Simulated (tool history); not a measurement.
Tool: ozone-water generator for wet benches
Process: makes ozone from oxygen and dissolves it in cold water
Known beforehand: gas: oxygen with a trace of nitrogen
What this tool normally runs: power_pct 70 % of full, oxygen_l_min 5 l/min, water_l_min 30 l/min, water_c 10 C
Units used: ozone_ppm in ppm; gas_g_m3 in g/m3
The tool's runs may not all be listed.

| run | hour | power_pct | oxygen_l_min | water_l_min | water_c | ozone_ppm | gas_g_m3 |
|---|---|---|---|---|---|---|---|
| 1 | 0 | 70 | 5 | 30 | 10 | 25.6 | 262.4 |
| 2 | 43.3 | 70 | 5 | 30 | 10 | 25.7 | 258.8 |
| 3 | 83 | 70 | 5 | 30 | 10 | 25.7 | 258.6 |
| 4 | 113.9 | 70 | 5 | 30 | 10 | 25.7 | 260.1 |
| 5 | 156 | 70 | 5 | 30 | 10 | 25.5 | 260.1 |
| 6 | 177.4 | 70 | 5 | 30 | 10 | 25.5 | 259 |
| 7 | 218.9 | 70 | 5 | 30 | 10 | 25.4 | 257.3 |
| 8 | 262.6 | 70 | 5 | 30 | 10 | 25.7 | 258 |
| 9 | 280.5 | 45 | 5 | 30 | 10 | 17.1 | 171.7 |
| 10 | 302.5 | 45 | 5 | 30 | 10 | 17.3 | 175.9 |
| 11 | 341.9 | 45 | 5 | 30 | 10 | 17.2 | 172.8 |
| 12 | 382.2 | 45 | 5 | 30 | 10 | 17.2 | 175.2 |
|  | 385.3 | water thermometer calibrated |
| 13 | 414.5 | 45 | 5 | 23 | 10 | 22.2 | 173 |
| 14 | 433.3 | 70 | 5 | 30 | 10 | 25.3 | 256.1 |
| 15 | 464.5 | 70 | 5 | 30 | 10 | 25.4 | 255.8 |
| 16 | 508.1 | 70 | 5 | 30 | 10 | 25.3 | 253.3 |
| 17 | 534.5 | 70 | 5 | 30 | 10 | 25.7 | 254.7 |
| 18 | 572.3 | 70 | 5 | 30 | 10 | 25.1 | 254.6 |
| 19 | 615.3 | 70 | 5 | 20 | 10 | 36.1 | 256.4 |
|  | 623 | water thermometer calibrated, once more |
| 20 | 654.1 | 55 | 6.18 | 30 | 6 | 22.3 | 185.2 |
| 21 | 690.1 | 54 | 3.52 | 30 | 15 | 17.6 | 241.1 |
| 22 | 725.3 | 73 | 3.52 | 26 | 15 | 26.3 | 314.8 |
| 23 | 751.8 | 73 | 3.52 | 26 | 15 | 26.4 | 313.3 |
| 24 | 774.4 | 44 | 6.39 | 42 | 8 | 12.7 | 149.8 |
| 25 | 801.9 | 44 | 6.39 | 42 | 8 | 12.5 | 150.7 |
| 26 | 837.6 | 44 | 5.62 | 30 | 7 | 17.7 | 160.3 |
| 27 | 879.7 | 44 | 5.62 | 30 | 7 | 17.6 | 160.3 |
| 28 | 921.3 | 43 | 5.27 | 30 | 10 | 16.4 | 162.3 |
| 29 | 940.1 | 43 | 5.27 | 30 | 10 | 16.6 | 160.6 |
| 30 | 971.9 | 43 | 5.27 | 37 | 10 | 13.2 | 162.3 |
| 31 | 1006.2 | 43 | 5.27 | 28 | 6 | 18.4 | 161.6 |
| 32 | 1043.6 | 43 | 5.27 | 28 | 6 | 18.3 | 161.2 |
| 33 | 1072.8 | 43 | 5.27 | 28 | 6 | 18.4 | 161.1 |
| 34 | 1115.6 | 97 | 6.8 | 22 | 7 | 46.8 | 281.1 |

Branching from run 34: 3 alternative next runs. What would each branch give?
| A | 1148.5 | 70 | 5 | 22 | 14 | ? | ? |
| B | 1148.5 | 97 | 6.8 | 22 | 6 | ? | ? |
| C | 1148.5 | 72 | 2.67 | 25 | 7 | ? | ? |

| run | ozone_ppm | gas_g_m3 |
|---|---|---|
| A | 31.2 | 250.5 |
| B | 47.3 | 282.7 |
| C | 26.2 | 348.4 |
The same runs, with their run-to-run variation unchanged, on a tool lacking any hidden condition would have given:
| run | ozone_ppm | gas_g_m3 |
|---|---|---|
| A | 33.4 | 264.6 |
| B | 51.3 | 303.2 |
| C | 28.1 | 368.4 |
